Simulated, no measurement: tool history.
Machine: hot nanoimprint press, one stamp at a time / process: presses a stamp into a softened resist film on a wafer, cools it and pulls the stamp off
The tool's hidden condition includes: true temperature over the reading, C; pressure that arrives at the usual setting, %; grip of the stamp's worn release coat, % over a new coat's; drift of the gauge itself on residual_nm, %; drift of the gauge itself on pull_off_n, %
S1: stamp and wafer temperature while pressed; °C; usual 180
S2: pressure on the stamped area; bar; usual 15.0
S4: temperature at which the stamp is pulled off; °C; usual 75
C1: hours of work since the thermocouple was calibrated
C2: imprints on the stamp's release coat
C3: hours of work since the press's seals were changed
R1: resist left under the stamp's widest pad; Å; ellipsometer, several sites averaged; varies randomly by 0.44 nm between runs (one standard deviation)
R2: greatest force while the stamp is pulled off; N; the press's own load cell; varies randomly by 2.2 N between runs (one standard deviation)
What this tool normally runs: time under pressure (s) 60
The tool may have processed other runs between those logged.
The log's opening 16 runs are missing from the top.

Run 17, hour 165.5: usual settings but S1 175 °C, S2 20.2 bar; C1 303; C2 1172; C3 303. Result: R1 889 Å, R2 222 N.
At hour 168.1: gauge calibrated.
Run 18, hour 179.7: usual settings but S1 175 °C, S2 9.5 bar, time under pressure (s) 54; C1 310; C2 1194; C3 310. Result: R1 1254 Å, R2 224 N.
Run 19, hour 194.3: usual settings but S1 183 °C, S2 9.5 bar, time under pressure (s) 117; C1 317; C2 1217; C3 317. Result: R1 713 Å, R2 226 N.
Run 20, hour 201.0: usual settings but S1 183 °C, S2 9.5 bar, time under pressure (s) 117; C1 320; C2 1227; C3 320. Result: R1 717 Å, R2 223 N.
Run 21, hour 209.4: usual settings but S1 174 °C, S2 17.7 bar, time under pressure (s) 43, S4 67 °C; C1 324; C2 1241; C3 324. Result: R1 1107 Å, R2 260 N.
Run 22, hour 221.2: usual settings but S1 174 °C, S2 17.7 bar, time under pressure (s) 43, S4 67 °C; C1 330; C2 1259; C3 330. Result: R1 1121 Å, R2 267 N.
Run 23, hour 234.8: usual settings but S1 176 °C, S2 17.7 bar, time under pressure (s) 36, S4 67 °C; C1 336; C2 1280; C3 336. Result: R1 1106 Å, R2 268 N.
Run 24, hour 244.0: usual settings but S1 176 °C, S2 17.7 bar, time under pressure (s) 36, S4 67 °C; C1 341; C2 1295; C3 341. Result: R1 1098 Å, R2 262 N.
Run 25, hour 255.5: usual settings but S1 189 °C; C1 346; C2 1313; C3 346. Result: R1 608 Å, R2 224 N.
Run 26, hour 265.2: usual settings but S1 189 °C; C1 351; C2 1328; C3 351. Result: R1 609 Å, R2 227 N.
Run 27, hour 276.5: usual settings but S1 173 °C, S2 9.9 bar, time under pressure (s) 39; C1 356; C2 1345; C3 356. Result: R1 1400 Å, R2 226 N.
Run 28, hour 289.9: usual settings but S1 173 °C, S2 9.9 bar, time under pressure (s) 39; C1 363; C2 1366; C3 363. Result: R1 1400 Å, R2 229 N.
Run 29, hour 304.3: usual settings but S1 173 °C, S2 9.9 bar, time under pressure (s) 39; C1 370; C2 1389; C3 370. Result: R1 1390 Å, R2 228 N.
Run 30, hour 312.2: usual settings but S1 190 °C, S2 15.1 bar, time under pressure (s) 43; C1 374; C2 1401; C3 374. Result: R1 670 Å, R2 225 N.

Predict each of these 4 candidate next runs independently; none follows another, all start after run 30:
At hour 325.9: stamp cleaned and given a new release coat.
Run A, hour 331.9: usual settings but S1 179 °C, S2 15.1 bar, time under pressure (s) 43, S4 74 °C; C1 380; C2 9; C3 380. Result: R1 ?, R2 ?.
At hour 325.9: stamp cleaned and given a new release coat.
Run B, hour 331.9: usual settings but S1 190 °C, S2 16.1 bar, time under pressure (s) 43; C1 380; C2 9; C3 380. Result: R1 ?, R2 ?.
At hour 325.9: stamp cleaned and given a new release coat.
Run C, hour 331.9: usual settings but S1 190 °C, S2 21.6 bar, time under pressure (s) 43, S4 65 °C; C1 380; C2 9; C3 380. Result: R1 ?, R2 ?.
At hour 325.9: stamp cleaned and given a new release coat.
Run D, hour 331.9: usual settings but S1 190 °C, S2 15.3 bar, time under pressure (s) 43; C1 380; C2 9; C3 380. Result: R1 ?, R2 ?.

run   R1   R2
  A  979  227
  B  647  222
  C  562  270
  D  665  227
The same runs, with their run-to-run variation unchanged, on a tool lacking any hidden condition would have given:
run    R1   R2
  A  1005  226
  B   665  222
  C   577  270
  D   682  227
